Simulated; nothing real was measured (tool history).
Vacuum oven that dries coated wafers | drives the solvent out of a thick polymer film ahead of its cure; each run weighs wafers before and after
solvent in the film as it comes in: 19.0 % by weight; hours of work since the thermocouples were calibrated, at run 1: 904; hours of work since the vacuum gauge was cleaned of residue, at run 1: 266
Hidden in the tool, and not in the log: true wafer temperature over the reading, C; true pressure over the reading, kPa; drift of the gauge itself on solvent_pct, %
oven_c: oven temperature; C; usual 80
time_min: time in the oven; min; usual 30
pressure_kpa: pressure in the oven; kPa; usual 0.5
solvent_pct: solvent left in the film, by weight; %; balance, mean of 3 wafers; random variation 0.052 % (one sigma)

run	hour	oven_c	time_min	pressure_kpa	hours of work since the thermocouples were calibrated	hours of work since the vacuum gauge was cleaned of residue	solvent_pct
1	0	80	30	0.5	904	266	2
2	20.3	80	30	0.5	915	277	2.08
3	32.6	81	30	0.5	922	284	1.77
4	53.4	80	30	0.315	934	296	1.74
5	70.8	80	30	1.638	944	306	3.59
6	83.6	80	30	1.638	951	313	3.65
7	97.7	80	30	1.638	959	321	3.62
8	117.3	80	30	1.638	970	332	3.6
9	131.4	80	30	1.638	978	340	3.65
10	146.4	87	30	0.5	986	348	0.87
11	164.3	87	30	0.841	996	358	1.3

The next listed run, before its measurement:
12	179.3	67	54	0.5	1004	366	?

solvent_pct: 4.17 %
Without the tool's hidden state the same run would have given solvent_pct 3.34 %.
